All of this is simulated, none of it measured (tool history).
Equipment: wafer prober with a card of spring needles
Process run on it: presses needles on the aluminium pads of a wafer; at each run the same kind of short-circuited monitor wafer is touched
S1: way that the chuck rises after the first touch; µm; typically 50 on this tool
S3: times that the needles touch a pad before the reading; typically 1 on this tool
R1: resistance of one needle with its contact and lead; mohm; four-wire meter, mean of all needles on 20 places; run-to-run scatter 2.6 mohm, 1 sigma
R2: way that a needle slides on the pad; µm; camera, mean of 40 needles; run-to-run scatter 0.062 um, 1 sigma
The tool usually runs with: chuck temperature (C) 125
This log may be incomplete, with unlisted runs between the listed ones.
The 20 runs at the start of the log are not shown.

{"hour": 610.3, "done": "tips cleaned on abrasive film"}
{"run": 21, "hour": 622.1, "S1": 48, "chuck temperature (C)": 70, "S3": 3, "R1": 286, "R2": 12.82}
{"hour": 640.3, "done": "tips cleaned on abrasive film"}
{"run": 22, "hour": 661.4, "S1": 48, "chuck temperature (C)": 70, "S3": 3, "R1": 284, "R2": 12.83}
{"hour": 669.4, "done": "tips cleaned on abrasive film"}
{"run": 23, "hour": 694.9, "S1": 47, "chuck temperature (C)": 125, "S3": 1, "R1": 296, "R2": 12.46}
{"hour": 697.2, "done": "tips cleaned on abrasive film"}
{"run": 24, "hour": 724.8, "S1": 50, "chuck temperature (C)": 101, "S3": 1, "R1": 289, "R2": 13.18}
{"hour": 728.2, "done": "tips cleaned on abrasive film"}
{"run": 25, "hour": 750.3, "S1": 50, "chuck temperature (C)": 118, "S3": 2, "R1": 296, "R2": 13.33}
{"hour": 756.0, "done": "tips cleaned on abrasive film"}
{"run": 26, "hour": 769.0, "S1": 50, "chuck temperature (C)": 125, "S3": 3, "R1": 299, "R2": 13.38}
{"hour": 785.0, "done": "tips cleaned on abrasive film"}
{"run": 27, "hour": 793.0, "S1": 50, "chuck temperature (C)": 39, "S3": 3, "R1": 271, "R2": 13.27}
{"hour": 813.3, "done": "tips cleaned on abrasive film"}
{"run": 28, "hour": 814.9, "S1": 58, "chuck temperature (C)": 39, "S3": 2, "R1": 270, "R2": 15.4}
{"hour": 844.7, "done": "tips cleaned on abrasive film"}
{"run": 29, "hour": 851.6, "S1": 45, "chuck temperature (C)": 56, "S3": 1, "R1": 274, "R2": 11.92}
{"hour": 875.8, "done": "tips cleaned on abrasive film"}
{"run": 30, "hour": 883.6, "S1": 56, "chuck temperature (C)": 55, "S3": 1, "R1": 271, "R2": 14.77}
{"hour": 891.1, "done": "gauge calibrated"}
{"hour": 904.4, "done": "tips cleaned on abrasive film"}
{"run": 31, "hour": 922.4, "S1": 50, "chuck temperature (C)": 33, "S3": 2, "R1": 271, "R2": 13.5}

Run 32, settings as shown, results not yet in. Your forecast:
{"hour": 933.0, "done": "tips cleaned on abrasive film"}
{"run": 32, "hour": 941.6, "S1": 36, "chuck temperature (C)": 86, "S3": 2, "R1": "?", "R2": "?"}

{"run 32": {"R1": 296, "R2": 9.72}}
With no hidden state in the tool, this same run would have given R1 295 mohm, R2 9.74 µm.
